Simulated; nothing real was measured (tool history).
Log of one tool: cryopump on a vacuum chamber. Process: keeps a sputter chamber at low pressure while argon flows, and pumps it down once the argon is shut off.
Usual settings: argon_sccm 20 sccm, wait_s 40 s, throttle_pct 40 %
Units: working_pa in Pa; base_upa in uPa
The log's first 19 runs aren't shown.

run 20 hour=847.2 | argon_sccm=30 wait_s=28 throttle_pct=46 | working_pa=0.0626 base_upa=0.94
run 21 hour=906.9 | argon_sccm=30 wait_s=28 throttle_pct=46 | working_pa=0.0635 base_upa=0.91
run 22 hour=949.2 | argon_sccm=13 wait_s=70 throttle_pct=27 | working_pa=0.0452 base_upa=0.5
run 23 hour=987.7 | argon_sccm=13 wait_s=70 throttle_pct=35 | working_pa=0.0348 base_upa=0.51
run 24 hour=1019.2 | argon_sccm=21 wait_s=40 throttle_pct=40 | working_pa=0.0506 base_upa=0.71
-- hour=1064.2 pump warmed up, emptied and cooled again
run 25 hour=1064.2 | argon_sccm=20 wait_s=40 throttle_pct=27 | working_pa=0.0619 base_upa=0.66
run 26 hour=1100.7 | argon_sccm=20 wait_s=289 throttle_pct=49 | working_pa=0.0354 base_upa=0.27
run 27 hour=1150.8 | argon_sccm=23 wait_s=31 throttle_pct=27 | working_pa=0.0719 base_upa=0.83
run 28 hour=1188.2 | argon_sccm=23 wait_s=31 throttle_pct=18 | working_pa=0.107 base_upa=0.78
run 29 hour=1218.8 | argon_sccm=19 wait_s=24 throttle_pct=19 | working_pa=0.0849 base_upa=1.01
run 30 hour=1263.2 | argon_sccm=19 wait_s=24 throttle_pct=39 | working_pa=0.0407 base_upa=1.02
run 31 hour=1309.9 | argon_sccm=19 wait_s=24 throttle_pct=39 | working_pa=0.0418 base_upa=0.99
run 32 hour=1367.8 | argon_sccm=19 wait_s=24 throttle_pct=39 | working_pa=0.0413 base_upa=1.02

5 ways to go on from here, each from the tool as it stands after run 32. What would each give?
run A hour=1411.2 | argon_sccm=27 wait_s=50 throttle_pct=39 | working_pa=? base_upa=?
run B hour=1411.2 | argon_sccm=18 wait_s=46 throttle_pct=21 | working_pa=? base_upa=?
run C hour=1411.2 | argon_sccm=33 wait_s=91 throttle_pct=17 | working_pa=? base_upa=?
run D hour=1411.2 | argon_sccm=22 wait_s=69 throttle_pct=29 | working_pa=? base_upa=?
run E hour=1411.2 | argon_sccm=28 wait_s=58 throttle_pct=40 | working_pa=? base_upa=?

run=A working_pa=0.0605 base_upa=0.61
run=B working_pa=0.0735 base_upa=0.61
run=C working_pa=0.1639 base_upa=0.42
run=D working_pa=0.0641 base_upa=0.52
run=E working_pa=0.06 base_upa=0.56
Without the tool's hidden state the same runs would have given:
run=A working_pa=0.0585 base_upa=0.55
run=B working_pa=0.0721 base_upa=0.56
run=C working_pa=0.1614 base_upa=0.36
run=D working_pa=0.0624 base_upa=0.46
run=E working_pa=0.0579 base_upa=0.5
